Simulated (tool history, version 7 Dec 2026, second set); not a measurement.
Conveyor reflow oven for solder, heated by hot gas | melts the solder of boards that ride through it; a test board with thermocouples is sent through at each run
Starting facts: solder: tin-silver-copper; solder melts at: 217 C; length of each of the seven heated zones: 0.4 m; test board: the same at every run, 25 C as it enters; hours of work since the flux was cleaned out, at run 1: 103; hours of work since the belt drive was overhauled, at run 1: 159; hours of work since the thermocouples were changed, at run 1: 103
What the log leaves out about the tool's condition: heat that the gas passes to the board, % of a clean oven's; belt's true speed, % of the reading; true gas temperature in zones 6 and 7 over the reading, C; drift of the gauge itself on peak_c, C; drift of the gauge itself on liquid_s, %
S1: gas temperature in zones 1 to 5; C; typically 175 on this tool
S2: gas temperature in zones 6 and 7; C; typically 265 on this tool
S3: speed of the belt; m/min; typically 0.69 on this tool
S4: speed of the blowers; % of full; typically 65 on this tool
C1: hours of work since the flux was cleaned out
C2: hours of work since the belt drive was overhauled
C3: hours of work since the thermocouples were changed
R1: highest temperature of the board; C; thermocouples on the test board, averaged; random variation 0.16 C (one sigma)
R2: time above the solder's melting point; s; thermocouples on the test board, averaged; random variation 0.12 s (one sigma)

run    day   S1   S2     S3  S4   C1   C2   C3     R1    R2
  1      0  175  265   0.69  65  103  159  103  252.6  53.7
  2    0.4  172  265   0.69  65  107  163  107  251.9  52.3
  3  0.679  172  265   0.69  65  110  166  110  252.3  52.2
  4  0.958  175  265   0.69  50  112  169  112    249  50.5
  5  1.167  175  265   0.57  65  114  171  114  257.3  69.3
  6  1.408  175  265   0.69  65  117  173  117  252.7  53.5
  7   1.65  175  265   0.69  65  119  175  119  252.4  53.5
  8  1.971  175  265   0.69  65  122  178  122  252.5  53.7
  9  2.288  175  265   0.69  69  125  182  125  253.1  54.1
 10  2.596  175  265   0.69  69  128  185  128  252.9    54
 11    2.8  175  265   0.69  69  130  186  130    253  54.2
     2.988  -- belt drive overhauled, speed set with a stopwatch
 12  3.146  175  265   0.69  69  132    2  132  253.3  54.2
 13  3.371  175  265   0.69  69  134    4  134  253.1  54.3
 14  3.638  175  265   0.69  69  137    6  137    253  54.3
 15  3.829  175  265   0.69  65  139    8  139  252.7  53.5
 16  4.138  175  278   0.69  65  142   11  142  264.2  59.5
 17  4.438  175  263   0.69  88  144   14  144  253.7  55.7
 18  4.788  171  263  0.561  88  148   17  148  257.7  70.9
 19  4.979  171  274  0.612  76  150   19  150  264.7  67.6
 20  5.167  171  274  0.612  76  152   21  152  264.9  67.4
     5.675  -- belt drive overhauled, speed set with a stopwatch, once more
 21  5.767  170  278  0.759  76  156    1  156  262.5  51.8
 22  5.975  170  278  0.759  76  158    3  158  262.5  51.8
 23  6.408  182  262  0.793  82  162    7  162    250  46.9
 24  6.592  168  255  0.793  60  164    9  164  237.3  31.8
 25  6.871  168  275  0.593  60  166   12  166  263.9  67.6
 26  7.275  175  268   0.69  67  170   16  170  255.4  55.4
 27  7.475  175  268   0.69  67  172   17  172  255.4  55.2
 28  7.688  175  267  0.689  67  174   20  174  254.5  54.8
 29      8  175  265  0.774  63  177   23  177  248.4  44.3
 30  8.404  176  269  0.791  70  181   26  181  252.9    46

Predict each of these 5 candidate next runs independently; none follows another, all start after run 30:
  A  8.692  168  265   0.69  51  184  29  184   ?   ?
  B  8.692  175  260   0.69  65  184  29  184   ?   ?
  C  8.692  176  269  0.601  70  184  29  184   ?   ?
  D  8.692  175  265  0.571  77  184  29  184   ?   ?
  E  8.692  175  265   0.69  54  184  29  184   ?   ?

run     R1    R2
  A    248    47
  B  247.6  50.5
  C  259.8  67.8
  D    258  70.4
  E  249.8  51.1
With no hidden state in the tool, these same runs would have given:
run     R1    R2
  A  248.7  47.7
  B  248.3  51.1
  C  260.5  68.2
  D  258.6  70.9
  E  250.5  51.7
